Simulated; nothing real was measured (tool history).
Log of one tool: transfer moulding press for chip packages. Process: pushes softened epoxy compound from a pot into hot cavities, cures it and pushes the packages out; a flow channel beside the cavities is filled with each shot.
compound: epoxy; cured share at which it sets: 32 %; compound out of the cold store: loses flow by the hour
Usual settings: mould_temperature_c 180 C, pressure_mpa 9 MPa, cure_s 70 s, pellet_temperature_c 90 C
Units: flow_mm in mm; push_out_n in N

run   hour  mould_temperature_c  pressure_mpa  cure_s  pellet_temperature_c  incoming compound's hours out of the cold store  flow_mm  push_out_n
  1      0                  180             9      70                    90                                             18.6      715         336
  2    5.3                  180             9      70                    90                                             15.8      727         406
        13  -- plunger's sealing rings changed
  3   17.7                  180             9      70                    90                                             36.5      700         449
  4   23.7                  180             9      70                    90                                             16.8      773         545
  5   31.8                  180             9      70                    90                                              9.6      800         643
  6   38.6                  180             9      70                    90                                             39.8      687         581
  7   45.7                  180             9      70                    90                                             14.1      781         635
  8   50.9                  180             9      70                    90                                               47      663         590
      57.7  -- cavities cleaned with cleaning compound and waxed
  9   59.3                  180             9      70                    90                                             42.8      682         310
 10   65.5                  180             9      70                    81                                              9.2      804         438
 11   75.1                  180             9      70                    81                                              8.4      807         513
 12   84.7                  180             9      70                    81                                             37.8      684         518
 13   90.6                  180             9      52                    90                                             22.3      744        1170
 14   99.6                  180             9      70                    90                                               28      725         614
 15  109.9                  180          8.66      70                    90                                             23.4      719         641
     114.9  -- cavities cleaned with cleaning compound and waxed
 16  116.1                  181         10.57      51                    97                                             17.1      824         609
 17  122.4                  180         10.44      84                    90                                             33.6      752         296
 18  132.7                  177         10.44      64                    81                                             14.9      838         780
 19    139                  180             9      71                    90                                               11      779         548
 20  146.6                  178          7.74      70                    90                                             31.3      658         662
 21  154.5                  176             9      62                    90                                             35.1      701         956
 22  160.1                  176             9      62                    90                                             24.4      742        1015
 23  170.1                  176             9      62                    90                                             39.3      684        1028
       172  -- cavities cleaned with cleaning compound and waxed
 24  177.6                  176             9      62                    90                                             39.2      681         603
 25  184.8                  176             9      62                    90                                             40.1      679         713
 26  192.3                  176             9      62                    90                                             13.6      775         913
 27  201.1                  176             9      62                    90                                              8.7      800        1036
 28  206.2                  176             9      62                    90                                             15.2      769        1005
 29  212.6                  180             9      88                    81                                             29.3      705         426

4 ways to go on from here, each from the tool as it stands after run 29. What would each give?
  A  218.7                  183          9.26      69                    90                                             27.4        ?           ?
  B  218.7                  176          6.82      83                    90                                               40        ?           ?
  C  218.7                  186          9.47      88                    86                                             21.9        ?           ?
  D  218.7                  173          8.67      70                    89                                             11.3        ?           ?

run  flow_mm  push_out_n
  A      710         543
  B      590         528
  C      732         414
  D      782        1077
Without the tool's hidden state the same runs would have given:
run  flow_mm  push_out_n
  A      734         255
  B      610         248
  C      757         199
  D      809         497
